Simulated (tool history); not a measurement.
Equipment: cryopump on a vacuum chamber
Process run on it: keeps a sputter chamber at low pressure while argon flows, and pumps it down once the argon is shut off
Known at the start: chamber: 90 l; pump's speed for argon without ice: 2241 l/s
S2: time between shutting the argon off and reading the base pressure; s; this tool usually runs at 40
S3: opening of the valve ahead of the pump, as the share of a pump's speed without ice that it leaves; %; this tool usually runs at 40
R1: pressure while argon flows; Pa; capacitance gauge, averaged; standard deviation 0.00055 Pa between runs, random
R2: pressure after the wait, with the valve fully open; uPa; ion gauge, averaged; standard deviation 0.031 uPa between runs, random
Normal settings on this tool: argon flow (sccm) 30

Run 1, hour 0: usual settings. Result: R1 0.0584 Pa, R2 2.24 uPa.
Run 2, hour 106.4: usual settings. Result: R1 0.0588 Pa, R2 2.2 uPa.
Run 3, hour 221.4: usual settings. Result: R1 0.06 Pa, R2 2.27 uPa.
Run 4, hour 314.5: usual settings. Result: R1 0.06 Pa, R2 2.36 uPa.
At hour 374.5: pump warmed up, emptied and cooled again.
Run 5, hour 430.1: usual settings. Result: R1 0.0573 Pa, R2 2.32 uPa.
Run 6, hour 533.2: usual settings but argon flow (sccm) 17. Result: R1 0.032 Pa, R2 2.24 uPa.
Run 7, hour 626.4: usual settings but argon flow (sccm) 17. Result: R1 0.0334 Pa, R2 2.35 uPa.
Run 8, hour 719.8: usual settings but argon flow (sccm) 17. Result: R1 0.033 Pa, R2 2.42 uPa.
Run 9, hour 843.8: usual settings. Result: R1 0.0594 Pa, R2 2.45 uPa.
Run 10, hour 960: usual settings. Result: R1 0.0606 Pa, R2 2.5 uPa.
At hour 1014.3: pump warmed up, emptied and cooled again.
Run 11, hour 1053.4: usual settings but S3 57 %. Result: R1 0.0398 Pa, R2 2.41 uPa.
Run 12, hour 1108.9: usual settings but S3 57 %. Result: R1 0.0406 Pa, R2 2.43 uPa.
Run 13, hour 1233.7: usual settings but S3 57 %. Result: R1 0.0414 Pa, R2 2.52 uPa.
Run 14, hour 1309.3: usual settings but S3 57 %. Result: R1 0.0417 Pa, R2 2.6 uPa.
Run 15, hour 1371.9: usual settings but S2 291 s. Result: R1 0.0585 Pa, R2 1.37 uPa.
Run 16, hour 1457.9: usual settings. Result: R1 0.0598 Pa, R2 2.63 uPa.
Run 17, hour 1558: usual settings. Result: R1 0.0593 Pa, R2 2.75 uPa.
At hour 1656.9: pump warmed up, emptied and cooled again.
Run 18, hour 1672.6: usual settings but argon flow (sccm) 28, S2 233 s, S3 23 %. Result: R1 0.0919 Pa, R2 1.4 uPa.
Run 19, hour 1779.2: usual settings but argon flow (sccm) 28, S2 233 s, S3 23 %. Result: R1 0.0923 Pa, R2 1.41 uPa.
Run 20, hour 1840.2: usual settings but argon flow (sccm) 34, S2 23 s, S3 49 %. Result: R1 0.0537 Pa, R2 3.82 uPa.
At hour 1876.2: leaking fittings of the chamber tightened, without venting.
Run 21, hour 1897.5: usual settings but argon flow (sccm) 16, S2 35 s. Result: R1 0.0308 Pa, R2 1.82 uPa.
Run 22, hour 1955: usual settings but argon flow (sccm) 16, S2 35 s. Result: R1 0.0312 Pa, R2 1.84 uPa.
Run 23, hour 2043.6: usual settings but argon flow (sccm) 38, S2 125 s, S3 27 %. Result: R1 0.1094 Pa, R2 0.71 uPa.
Run 24, hour 2158.6: usual settings but argon flow (sccm) 38, S2 125 s, S3 27 %. Result: R1 0.1112 Pa, R2 0.73 uPa.
Run 25, hour 2257.9: usual settings but argon flow (sccm) 15, S2 274 s, S3 42 %. Result: R1 0.0292 Pa, R2 0.5 uPa.
At hour 2304.1: pump warmed up, emptied and cooled again.
Run 26, hour 2356.6: usual settings but argon flow (sccm) 33, S2 274 s, S3 18 %. Result: R1 0.1383 Pa, R2 0.52 uPa.
Run 27, hour 2460.7: usual settings but S2 31 s. Result: R1 0.058 Pa, R2 2.18 uPa.
Run 28, hour 2571.1: usual settings but argon flow (sccm) 19, S2 48 s, S3 25 %. Result: R1 0.0591 Pa, R2 1.57 uPa.
Run 29, hour 2666.4: usual settings but argon flow (sccm) 29, S2 246 s. Result: R1 0.0573 Pa, R2 0.65 uPa.
Run 30, hour 2778.5: usual settings but argon flow (sccm) 16, S2 21 s, S3 44 %. Result: R1 0.0291 Pa, R2 3.24 uPa.
Run 31, hour 2868.5: usual settings but argon flow (sccm) 16, S2 21 s, S3 44 %. Result: R1 0.0289 Pa, R2 3.26 uPa.
At hour 2941.9: pump warmed up, emptied and cooled again.
Run 32, hour 2958.9: usual settings but argon flow (sccm) 21, S3 27 %. Result: R1 0.0585 Pa, R2 1.94 uPa.
Run 33, hour 3036.2: usual settings but argon flow (sccm) 21, S2 58 s, S3 43 %. Result: R1 0.0369 Pa, R2 1.56 uPa.
Run 34, hour 3101.5: usual settings but argon flow (sccm) 21, S2 58 s, S3 45 %. Result: R1 0.0363 Pa, R2 1.51 uPa.

Here are 3 independent what-if runs from the current tool condition. What would each one return?
Run A, hour 3190.2: usual settings but argon flow (sccm) 21, S2 75 s, S3 45 %. Result: R1 ?, R2 ?.
Run B, hour 3190.2: usual settings but argon flow (sccm) 26, S2 24 s, S3 43 %. Result: R1 ?, R2 ?.
Run C, hour 3190.2: usual settings but argon flow (sccm) 28, S2 36 s, S3 16 %. Result: R1 ?, R2 ?.

run      R1    R2
  A  0.0362  1.35
  B  0.0469  3.04
  C  0.1335  2.23
Take away the tool's hidden state, keep each run's random variation, and the runs would have read:
run      R1    R2
  A   0.035  0.92
  B  0.0454   2.6
  C  0.1319  1.79
